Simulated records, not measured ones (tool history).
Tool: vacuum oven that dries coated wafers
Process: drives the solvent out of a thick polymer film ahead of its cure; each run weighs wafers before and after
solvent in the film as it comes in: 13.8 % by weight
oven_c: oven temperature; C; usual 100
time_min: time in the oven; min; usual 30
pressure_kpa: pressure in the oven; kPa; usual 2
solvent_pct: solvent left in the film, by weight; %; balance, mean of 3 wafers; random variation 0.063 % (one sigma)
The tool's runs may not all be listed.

run	hour	oven_c	time_min	pressure_kpa	solvent_pct
1	0	100	30	2	3.85
2	42.8	100	30	2	3.86
3	96	100	30	2	3.95
4	154.8	100	30	2	3.88
5	210.1	111	30	2	1.92
6	240.2	111	30	2	1.72
7	279.6	111	30	2	1.89
8	328.7	111	30	2	1.84
9	380.2	111	30	2	1.82
10	439.8	100	30	4.13	4.92
11	495.1	100	30	1.03	3.39
12	548.1	100	30	1.03	3.5
13	593.7	100	53	1.03	1.69
14	623.9	100	30	5.78	5.62
15	672.3	100	30	5.78	5.69
16	699.4	100	30	2	3.91
17	742.4	100	30	2	3.96
18	783.6	100	30	5.67	5.61
19	847.8	100	30	5.67	5.62
20	898	100	30	5.67	5.54
21	950	87	32	1.24	6.28
# hour 962.8: oven's thermocouples calibrated
22	1000	87	32	1.24	6.35
23	1031.3	113	41	4.93	2.22
24	1077.3	91	27	1.79	6.26
25	1105.2	91	27	1.79	6.18
26	1171.9	100	20	2	5.37
27	1212	89	28	2.81	7.13
28	1238.8	89	28	2.81	7.1
29	1286.6	100	28	2.81	4.48
30	1336.1	100	30	4.8	5.18
31	1378.5	100	30	4.8	5.32
32	1444	94	30	5.94	7.26
33	1509	94	30	5.94	7.37
34	1548.4	94	51	2.67	3.71
35	1614.9	94	51	2.67	3.71
36	1647.5	94	51	2.67	3.69
37	1706.6	86	21	2.56	8.44
38	1751.1	103	30	1.21	2.97

Forecast each of these 5 alternatives for the next run:
A	1811.4	98	50	2	?
B	1811.4	88	35	1.21	?
C	1811.4	103	37	2.76	?
D	1811.4	98	17	1.24	?
E	1811.4	103	39	6.09	?

run	solvent_pct
A	2.75
B	5.71
C	2.8
D	5.95
E	4.31
Without the tool's hidden state the same runs would have given:
run	solvent_pct
A	2.72
B	5.67
C	2.76
D	5.92
E	4.27
